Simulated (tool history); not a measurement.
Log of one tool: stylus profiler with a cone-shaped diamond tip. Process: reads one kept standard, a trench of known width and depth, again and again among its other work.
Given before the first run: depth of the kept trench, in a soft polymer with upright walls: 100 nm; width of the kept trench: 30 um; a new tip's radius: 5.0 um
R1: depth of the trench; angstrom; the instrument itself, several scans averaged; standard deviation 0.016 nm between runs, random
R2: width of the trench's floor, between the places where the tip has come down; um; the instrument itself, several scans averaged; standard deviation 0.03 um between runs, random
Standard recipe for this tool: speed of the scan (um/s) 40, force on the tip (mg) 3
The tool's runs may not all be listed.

run 1 day=0 | speed_of_the_scan_(um/s)=40 force_on_the_tip_(mg)=3 | R1=1016 R2=27.58
run 2 day=3.175 | speed_of_the_scan_(um/s)=40 force_on_the_tip_(mg)=3 | R1=1016.3 R2=27.58
run 3 day=5.775 | speed_of_the_scan_(um/s)=40 force_on_the_tip_(mg)=3 | R1=1016.4 R2=27.57
run 4 day=8.046 | speed_of_the_scan_(um/s)=115 force_on_the_tip_(mg)=3 | R1=1016.3 R2=27.2
run 5 day=11.229 | speed_of_the_scan_(um/s)=40 force_on_the_tip_(mg)=2.02 | R1=1012.6 R2=27.5
run 6 day=13.658 | speed_of_the_scan_(um/s)=40 force_on_the_tip_(mg)=3.3 | R1=1017.1 R2=27.59
run 7 day=16.842 | speed_of_the_scan_(um/s)=40 force_on_the_tip_(mg)=3.3 | R1=1017.5 R2=27.6
run 8 day=19.233 | speed_of_the_scan_(um/s)=40 force_on_the_tip_(mg)=3.3 | R1=1017.4 R2=27.6
run 9 day=21.358 | speed_of_the_scan_(um/s)=40 force_on_the_tip_(mg)=3.3 | R1=1017.3 R2=27.56
run 10 day=23.429 | speed_of_the_scan_(um/s)=40 force_on_the_tip_(mg)=3 | R1=1016.3 R2=27.54
run 11 day=25.746 | speed_of_the_scan_(um/s)=40 force_on_the_tip_(mg)=1 | R1=1008.6 R2=27.37
run 12 day=28.904 | speed_of_the_scan_(um/s)=40 force_on_the_tip_(mg)=3 | R1=1016.5 R2=27.49
run 13 day=30.354 | speed_of_the_scan_(um/s)=22 force_on_the_tip_(mg)=3 | R1=1016.5 R2=27.59
run 14 day=32.046 | speed_of_the_scan_(um/s)=22 force_on_the_tip_(mg)=3 | R1=1016.8 R2=27.58
run 15 day=33.846 | speed_of_the_scan_(um/s)=40 force_on_the_tip_(mg)=1.81 | R1=1012.5 R2=27.46
run 16 day=37.412 | speed_of_the_scan_(um/s)=40 force_on_the_tip_(mg)=1.81 | R1=1012.3 R2=27.44
run 17 day=39.417 | speed_of_the_scan_(um/s)=40 force_on_the_tip_(mg)=1.81 | R1=1012.3 R2=27.42
run 18 day=42.642 | speed_of_the_scan_(um/s)=40 force_on_the_tip_(mg)=1.81 | R1=1012.3 R2=27.4
run 19 day=45.708 | speed_of_the_scan_(um/s)=40 force_on_the_tip_(mg)=1.81 | R1=1012.5 R2=27.35
run 20 day=47.758 | speed_of_the_scan_(um/s)=76 force_on_the_tip_(mg)=2.23 | R1=1014.3 R2=27.22
run 21 day=50.258 | speed_of_the_scan_(um/s)=54 force_on_the_tip_(mg)=1.87 | R1=1012.7 R2=27.29
run 22 day=52.35 | speed_of_the_scan_(um/s)=39 force_on_the_tip_(mg)=2.91 | R1=1016.5 R2=27.44
run 23 day=54.996 | speed_of_the_scan_(um/s)=39 force_on_the_tip_(mg)=2.91 | R1=1017 R2=27.44
-- day=55.262 height scale calibrated on a step standard
run 24 day=56.762 | speed_of_the_scan_(um/s)=40 force_on_the_tip_(mg)=1.37 | R1=1011.2 R2=27.32
run 25 day=59.042 | speed_of_the_scan_(um/s)=151 force_on_the_tip_(mg)=5.4 | R1=1025 R2=27.01
run 26 day=61.333 | speed_of_the_scan_(um/s)=70 force_on_the_tip_(mg)=4.87 | R1=1023.4 R2=27.36
run 27 day=62.792 | speed_of_the_scan_(um/s)=10 force_on_the_tip_(mg)=1.64 | R1=1013 R2=27.51
run 28 day=64.725 | speed_of_the_scan_(um/s)=26 force_on_the_tip_(mg)=1.99 | R1=1013.7 R2=27.43
run 29 day=66.625 | speed_of_the_scan_(um/s)=24 force_on_the_tip_(mg)=4.46 | R1=1022.2 R2=27.48
-- day=67.183 height scale calibrated on a step standard, once more
run 30 day=69.429 | speed_of_the_scan_(um/s)=24 force_on_the_tip_(mg)=4.46 | R1=1019.8 R2=27.41
run 31 day=72.808 | speed_of_the_scan_(um/s)=39 force_on_the_tip_(mg)=3 | R1=1015.2 R2=27.32
run 32 day=74.25 | speed_of_the_scan_(um/s)=39 force_on_the_tip_(mg)=3 | R1=1015.3 R2=27.32
run 33 day=76.033 | speed_of_the_scan_(um/s)=39 force_on_the_tip_(mg)=2.76 | R1=1014.7 R2=27.38
run 34 day=78.888 | speed_of_the_scan_(um/s)=61 force_on_the_tip_(mg)=3 | R1=1015.6 R2=27.24
run 35 day=82.233 | speed_of_the_scan_(um/s)=40 force_on_the_tip_(mg)=6.68 | R1=1026.3 R2=27.43
run 36 day=84.846 | speed_of_the_scan_(um/s)=11 force_on_the_tip_(mg)=1.07 | R1=1008 R2=27.38
run 37 day=87.721 | speed_of_the_scan_(um/s)=50 force_on_the_tip_(mg)=2 | R1=1012.5 R2=27.2

Below are 3 alternative next runs, each starting from the tool's condition after run 37. Predict each:
run A day=91.083 | speed_of_the_scan_(um/s)=23 force_on_the_tip_(mg)=8.12 | R1=? R2=?
run B day=91.083 | speed_of_the_scan_(um/s)=10 force_on_the_tip_(mg)=4.5 | R1=? R2=?
run C day=91.083 | speed_of_the_scan_(um/s)=14 force_on_the_tip_(mg)=1.3 | R1=? R2=?

run=A R1=1030.2 R2=27.42
run=B R1=1020.5 R2=27.51
run=C R1=1009.2 R2=27.39
Stripped of hidden state, with their random variation kept, the same runs would have yielded:
run=A R1=1029.7 R2=27.93
run=B R1=1020 R2=28.02
run=C R1=1008.7 R2=27.9
